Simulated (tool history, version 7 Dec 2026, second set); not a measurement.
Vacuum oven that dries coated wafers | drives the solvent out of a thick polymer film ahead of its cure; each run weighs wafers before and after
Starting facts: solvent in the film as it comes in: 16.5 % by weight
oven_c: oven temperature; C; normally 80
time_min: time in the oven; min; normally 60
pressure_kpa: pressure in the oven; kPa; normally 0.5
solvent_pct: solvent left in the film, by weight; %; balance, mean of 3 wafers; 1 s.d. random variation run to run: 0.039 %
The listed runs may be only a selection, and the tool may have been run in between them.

run	hour	oven_c	time_min	pressure_kpa	solvent_pct
1	0	80	60	0.5	4.23
2	102.3	80	60	0.5	4.18
3	194.3	80	65	0.5	3.81
4	266.4	80	60	0.5	4.15
5	339.1	80	60	1.574	4.79
6	434.7	80	60	1.574	4.65
7	512	80	60	0.5	4.14
8	606.7	80	60	0.5	4.17
9	715.8	80	60	0.5	4.12
10	831	71	60	0.5	7.31
11	938.2	80	100	0.5	2.22
# hour 946.6: oven's thermocouples calibrated
12	1038.5	80	60	0.5	3.96
13	1125.4	80	60	0.5	3.89
14	1196.2	80	60	0.5	3.94
# hour 1289.7: oven's thermocouples calibrated, once more
15	1298.1	76	53	0.371	6.5
# hour 1336: vacuum gauge cleaned of residue and calibrated
16	1371	76	53	0.371	5.77
17	1463.9	84	58	0.358	2.65
18	1582.9	78	51	1.758	5.98
19	1649	80	50	0.5	4.69
20	1760.7	88	60	1.809	2.07
21	1814.8	76	34	0.364	7.83
22	1929.9	76	105	1.087	3.03
23	2035.4	80	60	0.418	3.79
24	2153.6	80	67	0.5	3.17
25	2222.5	92	59	0.5	0.95
26	2314.2	80	37	0.5	6.02
27	2426.9	71	103	0.68	4.49

Forecast each of these 4 alternatives for the next run:
A	2497.8	88	41	1.758	?
B	2497.8	71	56	1.658	?
C	2497.8	77	60	0.307	?
D	2497.8	71	31	0.39	?

run	solvent_pct
A	3.29
B	7.88
C	4.64
D	9.5
The same runs, with their run-to-run variation unchanged, on a tool lacking any hidden condition would have given:
run	solvent_pct
A	3.43
B	8.01
C	4.78
D	9.6

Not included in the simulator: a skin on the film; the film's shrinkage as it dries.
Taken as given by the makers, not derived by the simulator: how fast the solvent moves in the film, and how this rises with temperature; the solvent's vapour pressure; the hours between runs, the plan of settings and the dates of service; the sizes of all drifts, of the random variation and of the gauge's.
